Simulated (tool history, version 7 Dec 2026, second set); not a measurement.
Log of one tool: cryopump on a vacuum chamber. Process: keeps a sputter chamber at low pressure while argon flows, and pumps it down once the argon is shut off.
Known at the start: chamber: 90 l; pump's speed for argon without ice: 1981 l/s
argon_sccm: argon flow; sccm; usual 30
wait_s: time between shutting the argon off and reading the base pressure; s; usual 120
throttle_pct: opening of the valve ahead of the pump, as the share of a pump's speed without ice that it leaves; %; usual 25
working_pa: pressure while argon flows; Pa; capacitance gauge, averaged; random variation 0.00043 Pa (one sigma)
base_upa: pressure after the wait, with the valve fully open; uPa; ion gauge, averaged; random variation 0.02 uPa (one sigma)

{"run": 1, "hour": 0.0, "argon_sccm": 30, "wait_s": 120, "throttle_pct": 25, "working_pa": 0.1067, "base_upa": 0.46}
{"run": 2, "hour": 39.3, "argon_sccm": 30, "wait_s": 120, "throttle_pct": 25, "working_pa": 0.1058, "base_upa": 0.4}
{"run": 3, "hour": 95.3, "argon_sccm": 40, "wait_s": 120, "throttle_pct": 25, "working_pa": 0.1424, "base_upa": 0.42}
{"run": 4, "hour": 127.2, "argon_sccm": 40, "wait_s": 120, "throttle_pct": 25, "working_pa": 0.143, "base_upa": 0.42}
{"run": 5, "hour": 153.8, "argon_sccm": 30, "wait_s": 120, "throttle_pct": 25, "working_pa": 0.1073, "base_upa": 0.46}
{"run": 6, "hour": 209.0, "argon_sccm": 30, "wait_s": 120, "throttle_pct": 25, "working_pa": 0.1067, "base_upa": 0.42}
{"run": 7, "hour": 250.4, "argon_sccm": 30, "wait_s": 120, "throttle_pct": 25, "working_pa": 0.1073, "base_upa": 0.44}
{"run": 8, "hour": 311.1, "argon_sccm": 30, "wait_s": 120, "throttle_pct": 25, "working_pa": 0.1077, "base_upa": 0.44}
{"run": 9, "hour": 352.4, "argon_sccm": 30, "wait_s": 120, "throttle_pct": 25, "working_pa": 0.108, "base_upa": 0.49}
{"run": 10, "hour": 410.1, "argon_sccm": 30, "wait_s": 120, "throttle_pct": 59, "working_pa": 0.0495, "base_upa": 0.5}
{"run": 11, "hour": 450.7, "argon_sccm": 30, "wait_s": 120, "throttle_pct": 59, "working_pa": 0.0495, "base_upa": 0.48}
{"run": 12, "hour": 503.7, "argon_sccm": 30, "wait_s": 120, "throttle_pct": 59, "working_pa": 0.0505, "base_upa": 0.49}
{"hour": 538.3, "done": "pump warmed up, emptied and cooled again"}
{"run": 13, "hour": 563.4, "argon_sccm": 30, "wait_s": 209, "throttle_pct": 25, "working_pa": 0.1019, "base_upa": 0.41}
{"run": 14, "hour": 592.6, "argon_sccm": 30, "wait_s": 209, "throttle_pct": 25, "working_pa": 0.1034, "base_upa": 0.41}
{"run": 15, "hour": 640.5, "argon_sccm": 30, "wait_s": 59, "throttle_pct": 25, "working_pa": 0.1032, "base_upa": 0.6}
{"run": 16, "hour": 689.7, "argon_sccm": 39, "wait_s": 114, "throttle_pct": 35, "working_pa": 0.0954, "base_upa": 0.49}
{"run": 17, "hour": 719.9, "argon_sccm": 14, "wait_s": 45, "throttle_pct": 25, "working_pa": 0.0493, "base_upa": 0.72}
{"run": 18, "hour": 776.7, "argon_sccm": 14, "wait_s": 45, "throttle_pct": 25, "working_pa": 0.0485, "base_upa": 0.69}
{"run": 19, "hour": 825.7, "argon_sccm": 52, "wait_s": 45, "throttle_pct": 39, "working_pa": 0.1164, "base_upa": 0.73}
{"run": 20, "hour": 875.8, "argon_sccm": 13, "wait_s": 21, "throttle_pct": 18, "working_pa": 0.0628, "base_upa": 1.15}
{"run": 21, "hour": 935.1, "argon_sccm": 13, "wait_s": 21, "throttle_pct": 18, "working_pa": 0.0627, "base_upa": 1.13}
{"run": 22, "hour": 975.1, "argon_sccm": 13, "wait_s": 21, "throttle_pct": 18, "working_pa": 0.0626, "base_upa": 1.19}
{"run": 23, "hour": 1008.1, "argon_sccm": 16, "wait_s": 152, "throttle_pct": 25, "working_pa": 0.056, "base_upa": 0.53}
{"run": 24, "hour": 1064.6, "argon_sccm": 17, "wait_s": 284, "throttle_pct": 35, "working_pa": 0.0425, "base_upa": 0.45}
{"run": 25, "hour": 1093.1, "argon_sccm": 21, "wait_s": 284, "throttle_pct": 30, "working_pa": 0.0611, "base_upa": 0.52}
{"run": 26, "hour": 1119.8, "argon_sccm": 42, "wait_s": 61, "throttle_pct": 25, "working_pa": 0.1474, "base_upa": 0.68}
{"run": 27, "hour": 1176.3, "argon_sccm": 30, "wait_s": 107, "throttle_pct": 17, "working_pa": 0.1535, "base_upa": 0.61}
{"run": 28, "hour": 1219.0, "argon_sccm": 30, "wait_s": 107, "throttle_pct": 17, "working_pa": 0.1541, "base_upa": 0.62}
{"run": 29, "hour": 1280.1, "argon_sccm": 30, "wait_s": 107, "throttle_pct": 17, "working_pa": 0.1539, "base_upa": 0.63}

4 ways to go on from here, each from the tool as it stands after run 29. What would each give?
{"run": "A", "hour": 1342.6, "argon_sccm": 48, "wait_s": 51, "throttle_pct": 33, "working_pa": "?", "base_upa": "?"}
{"run": "B", "hour": 1342.6, "argon_sccm": 14, "wait_s": 72, "throttle_pct": 21, "working_pa": "?", "base_upa": "?"}
{"run": "C", "hour": 1342.6, "argon_sccm": 32, "wait_s": 229, "throttle_pct": 58, "working_pa": "?", "base_upa": "?"}
{"run": "D", "hour": 1342.6, "argon_sccm": 19, "wait_s": 115, "throttle_pct": 25, "working_pa": "?", "base_upa": "?"}

run=A working_pa=0.1304 base_upa=0.79
run=B working_pa=0.0587 base_upa=0.68
run=C working_pa=0.0513 base_upa=0.56
run=D working_pa=0.0676 base_upa=0.62
Without the tool's hidden state the same runs would have given:
run=A working_pa=0.1241 base_upa=0.45
run=B working_pa=0.0568 base_upa=0.35
run=C working_pa=0.0471 base_upa=0.22
run=D working_pa=0.0651 base_upa=0.29
